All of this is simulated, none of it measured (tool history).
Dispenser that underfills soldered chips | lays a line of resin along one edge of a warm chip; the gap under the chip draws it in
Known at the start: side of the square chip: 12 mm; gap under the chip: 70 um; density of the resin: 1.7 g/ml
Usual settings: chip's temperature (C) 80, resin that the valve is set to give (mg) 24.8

run,hour,chip's temperature (C),resin that the valve is set to give (mg),time until the resin shows at the far edge (s),resin that the valve gave (mg)
1,0.0,80,24.8,90.3,24.40
# hour 1.0: new syringe of resin
2,4.4,80,25.3,70.2,25.06
3,7.4,80,24.8,81.7,24.38
# hour 10.7: new syringe of resin
4,12.7,80,24.8,65.1,24.41
5,18.1,82,24.8,80.3,24.41
# hour 20.6: new syringe of resin
6,22.5,80,23.0,66.8,22.73
7,26.6,80,23.0,81.7,22.63
# hour 30.1: new syringe of resin
8,30.1,80,23.0,62.1,22.51
9,34.9,80,29.1,74.9,28.64
10,37.4,80,29.1,82.8,28.48
# hour 39.8: new syringe of resin
11,43.0,81,29.1,65.5,28.32
12,46.5,81,29.1,78.7,28.60
# hour 49.5: new syringe of resin
13,50.4,80,27.0,62.4,26.42
14,54.2,80,27.0,75.7,26.42
15,58.7,80,27.0,90.6,26.08
# hour 59.4: new syringe of resin
16,62.6,80,27.0,69.0,26.41
17,67.0,77,22.3,98.8,21.82
# hour 69.1: new syringe of resin
18,71.0,77,22.3,73.0,21.60
19,73.2,79,22.6,75.4,22.07
20,76.1,74,24.8,98.8,24.26
# hour 78.7: new syringe of resin
21,78.7,69,27.3,81.7,26.60
22,82.9,67,21.4,113.4,20.72
23,85.4,70,27.0,110.9,26.20
24,87.6,93,25.7,64.9,24.82
# hour 88.4: new syringe of resin
25,92.3,93,25.7,49.8,24.72
26,95.7,81,26.8,80.6,25.97
# hour 97.9: new syringe of resin
27,99.5,76,28.6,72.1,27.45
28,104.8,66,27.0,127.2,25.85
# hour 107.8: new syringe of resin
29,109.1,81,24.5,63.8,23.57

Forecast each of these 3 alternatives for the next run:
A,113.3,80,26.3,?,?
B,113.3,81,28.6,?,?
C,113.3,80,26.4,?,?

run,time until the resin shows at the far edge (s),resin that the valve gave (mg)
A,79.4,25.25
B,76.5,27.56
C,79.2,25.45
Without the tool's hidden state the same runs would have given:
run,time until the resin shows at the far edge (s),resin that the valve gave (mg)
A,59.0,26.26
B,57.0,28.66
C,58.8,26.47
